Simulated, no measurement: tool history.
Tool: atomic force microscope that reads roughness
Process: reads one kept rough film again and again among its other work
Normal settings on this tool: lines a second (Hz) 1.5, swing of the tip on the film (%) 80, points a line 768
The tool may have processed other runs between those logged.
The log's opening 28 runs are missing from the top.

| run | hour | lines a second (Hz) | swing of the tip on the film (%) | points a line | roughness of the kept film (nm (root mean square)) |
|---|---|---|---|---|---|
| 29 | 1276.4 | 2.63 | 71 | 694 | 1.773 |
|  | 1306 | new tip fitted |
| 30 | 1307.3 | 3.8 | 65 | 657 | 1.952 |
| 31 | 1353 | 3.8 | 66 | 657 | 1.831 |
| 32 | 1414.8 | 3.8 | 66 | 657 | 1.716 |
|  | 1420.3 | new tip fitted |
| 33 | 1445.3 | 3.8 | 66 | 657 | 1.902 |
| 34 | 1478 | 3.8 | 78 | 540 | 1.673 |
|  | 1536.2 | new tip fitted |
| 35 | 1538 | 3.8 | 78 | 540 | 1.796 |
| 36 | 1586.7 | 3.8 | 78 | 540 | 1.667 |
| 37 | 1623.8 | 3.17 | 82 | 768 | 1.593 |
|  | 1651.9 | new tip fitted |
| 38 | 1654.3 | 0.92 | 86 | 436 | 1.999 |
| 39 | 1713.3 | 0.92 | 86 | 436 | 1.839 |
| 40 | 1741.6 | 1.7 | 80 | 768 | 1.722 |
|  | 1769.3 | new tip fitted |
| 41 | 1785.5 | 1.7 | 80 | 768 | 1.935 |
| 42 | 1840.9 | 1.7 | 80 | 768 | 1.788 |
|  | 1885.4 | new tip fitted |
| 43 | 1893 | 1.7 | 80 | 768 | 1.96 |

Below are 5 alternative next runs, each starting from the tool's condition after run 43. Predict each:
| A | 1944.6 | 1.11 | 66 | 894 | ? |
| B | 1944.6 | 1.7 | 80 | 571 | ? |
| C | 1944.6 | 0.58 | 81 | 408 | ? |
| D | 1944.6 | 2.2 | 80 | 337 | ? |
| E | 1944.6 | 1.82 | 80 | 328 | ? |

| run | roughness of the kept film (nm (root mean square)) |
|---|---|
| A | 1.921 |
| B | 1.806 |
| C | 1.904 |
| D | 1.738 |
| E | 1.77 |
Without the tool's unlogged condition, the same runs would have read:
| run | roughness of the kept film (nm (root mean square)) |
|---|---|
| A | 2.138 |
| B | 2.011 |
| C | 2.12 |
| D | 1.936 |
| E | 1.97 |

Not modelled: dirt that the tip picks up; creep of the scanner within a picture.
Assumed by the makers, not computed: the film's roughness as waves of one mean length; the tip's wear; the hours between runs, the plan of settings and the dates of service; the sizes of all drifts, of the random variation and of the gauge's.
